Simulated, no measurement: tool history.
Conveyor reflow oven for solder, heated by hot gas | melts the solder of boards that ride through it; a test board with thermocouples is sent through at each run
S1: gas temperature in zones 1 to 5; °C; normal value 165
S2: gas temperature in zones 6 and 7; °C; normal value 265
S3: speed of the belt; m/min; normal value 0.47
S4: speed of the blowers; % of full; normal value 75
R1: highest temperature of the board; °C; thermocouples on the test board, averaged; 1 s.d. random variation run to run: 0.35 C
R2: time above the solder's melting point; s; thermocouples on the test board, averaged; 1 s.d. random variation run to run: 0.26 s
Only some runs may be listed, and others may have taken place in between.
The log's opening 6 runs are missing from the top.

run 7 hour=49.6 | S1=165 S2=265 S3=0.415 S4=75 | R1=254.9 R2=76.7
run 8 hour=57.4 | S1=165 S2=265 S3=0.47 S4=75 | R1=251.4 R2=64.1
run 9 hour=66.5 | S1=165 S2=265 S3=0.47 S4=75 | R1=251.7 R2=63.8
run 10 hour=73.7 | S1=165 S2=265 S3=0.47 S4=75 | R1=251.1 R2=64.3
-- hour=79.4 flux residue cleaned out of gas plates and filters
run 11 hour=83.8 | S1=165 S2=254 S3=0.47 S4=75 | R1=239.6 R2=52.2
run 12 hour=89.6 | S1=165 S2=254 S3=0.47 S4=75 | R1=239.9 R2=52.5
run 13 hour=99.4 | S1=165 S2=265 S3=0.47 S4=75 | R1=249.4 R2=62.3
run 14 hour=107.5 | S1=165 S2=265 S3=0.47 S4=75 | R1=250 R2=62.5
-- hour=113 flux residue cleaned out of gas plates and filters, once more
run 15 hour=119.4 | S1=165 S2=265 S3=0.47 S4=75 | R1=253.5 R2=66.4
run 16 hour=129 | S1=172 S2=265 S3=0.47 S4=75 | R1=253.8 R2=69.4
run 17 hour=136.2 | S1=165 S2=265 S3=0.489 S4=85 | R1=252.9 R2=63.7
run 18 hour=144.8 | S1=165 S2=265 S3=0.489 S4=85 | R1=253 R2=63.9
run 19 hour=155 | S1=165 S2=265 S3=0.489 S4=85 | R1=253 R2=63.2
run 20 hour=163.8 | S1=165 S2=270 S3=0.488 S4=85 | R1=257.1 R2=67.3
run 21 hour=174 | S1=161 S2=265 S3=0.445 S4=66 | R1=252.5 R2=68
run 22 hour=181.6 | S1=174 S2=257 S3=0.47 S4=75 | R1=246.3 R2=64.3
run 23 hour=187.6 | S1=165 S2=255 S3=0.497 S4=80 | R1=242.1 R2=53.6
run 24 hour=193.9 | S1=165 S2=279 S3=0.433 S4=75 | R1=267.5 R2=82.7
run 25 hour=200.4 | S1=159 S2=279 S3=0.457 S4=81 | R1=266.4 R2=75
run 26 hour=205.4 | S1=159 S2=258 S3=0.457 S4=81 | R1=246.2 R2=61.5
run 27 hour=210.6 | S1=157 S2=258 S3=0.382 S4=80 | R1=250.3 R2=79.2
run 28 hour=220.3 | S1=165 S2=272 S3=0.47 S4=83 | R1=259.4 R2=71.1
run 29 hour=226.1 | S1=165 S2=270 S3=0.425 S4=81 | R1=259.8 R2=79.7
run 30 hour=233.1 | S1=165 S2=265 S3=0.465 S4=70 | R1=252.3 R2=65.5
run 31 hour=237.3 | S1=165 S2=265 S3=0.465 S4=70 | R1=251.4 R2=65.8

Predict each of these 4 candidate next runs independently; none follows another, all start after run 31:
run A hour=242.8 | S1=160 S2=274 S3=0.465 S4=53 | R1=? R2=?
run B hour=242.8 | S1=159 S2=265 S3=0.558 S4=72 | R1=? R2=?
run C hour=242.8 | S1=171 S2=265 S3=0.465 S4=70 | R1=? R2=?
run D hour=242.8 | S1=165 S2=265 S3=0.447 S4=70 | R1=? R2=?

run=A R1=256.7 R2=66.3
run=B R1=245.8 R2=46.6
run=C R1=252.1 R2=69
run=D R1=252.5 R2=69.4
With the hidden condition removed and each run's random variation left untouched, the same runs would have given:
run=A R1=258 R2=66.9
run=B R1=247.2 R2=47.6
run=C R1=253.4 R2=69.7
run=D R1=253.9 R2=70

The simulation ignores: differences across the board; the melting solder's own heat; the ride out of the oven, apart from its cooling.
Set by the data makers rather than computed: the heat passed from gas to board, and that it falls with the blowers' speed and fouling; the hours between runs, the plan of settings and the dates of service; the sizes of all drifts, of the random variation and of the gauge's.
